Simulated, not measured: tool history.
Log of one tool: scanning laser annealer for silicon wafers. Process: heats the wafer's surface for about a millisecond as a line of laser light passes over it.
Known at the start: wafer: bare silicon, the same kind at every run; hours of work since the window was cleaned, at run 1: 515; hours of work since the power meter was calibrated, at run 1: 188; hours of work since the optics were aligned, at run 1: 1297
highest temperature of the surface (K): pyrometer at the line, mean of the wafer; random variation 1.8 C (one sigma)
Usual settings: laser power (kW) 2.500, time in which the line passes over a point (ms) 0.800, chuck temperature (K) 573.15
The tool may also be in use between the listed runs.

run,hour,laser power (kW),time in which the line passes over a point (ms),chuck temperature (K),hours of work since the window was cleaned,hours of work since the power meter was calibrated,hours of work since the optics were aligned,highest temperature of the surface (K)
1,0.0,2.500,0.800,573.15,515,188,1297,1313.15
2,9.4,2.416,0.800,573.15,520,193,1302,1288.15
3,21.3,2.416,0.800,573.15,526,199,1308,1290.15
4,32.0,2.416,0.800,573.15,531,205,1313,1290.15
5,38.4,2.500,0.800,573.15,534,208,1316,1315.15
6,51.3,2.500,0.800,581.15,541,214,1323,1317.15
7,65.0,2.500,0.800,581.15,548,221,1330,1323.15
8,78.2,2.500,0.800,581.15,555,228,1336,1324.15
9,86.0,2.500,0.800,593.15,559,232,1340,1335.15
10,94.7,2.500,0.800,573.15,563,236,1345,1314.15
11,104.0,2.556,0.616,573.15,568,241,1349,1233.15
12,112.0,2.435,0.616,604.15,572,245,1353,1238.15
13,125.7,2.177,0.934,583.15,579,252,1360,1288.15
14,136.9,2.500,0.858,582.15,584,258,1366,1346.15
15,145.5,2.506,0.579,587.15,589,262,1370,1218.15
16,153.1,2.133,0.795,576.15,592,266,1374,1214.15
# hour 156.3: window over the wafer cleaned
17,163.7,2.133,0.795,576.15,4,270,1379,1219.15
18,170.0,2.133,0.795,576.15,7,273,1382,1215.15
19,175.7,2.593,0.565,584.15,10,276,1385,1231.15

How the hidden state differs across the entries between the runs, from the last listed run before each to the first after it:
Between runs 16 and 17: window over the wafer cleaned (hour 156.3)
  light that passes the window, % of a clean one's: 99.91 -> 100

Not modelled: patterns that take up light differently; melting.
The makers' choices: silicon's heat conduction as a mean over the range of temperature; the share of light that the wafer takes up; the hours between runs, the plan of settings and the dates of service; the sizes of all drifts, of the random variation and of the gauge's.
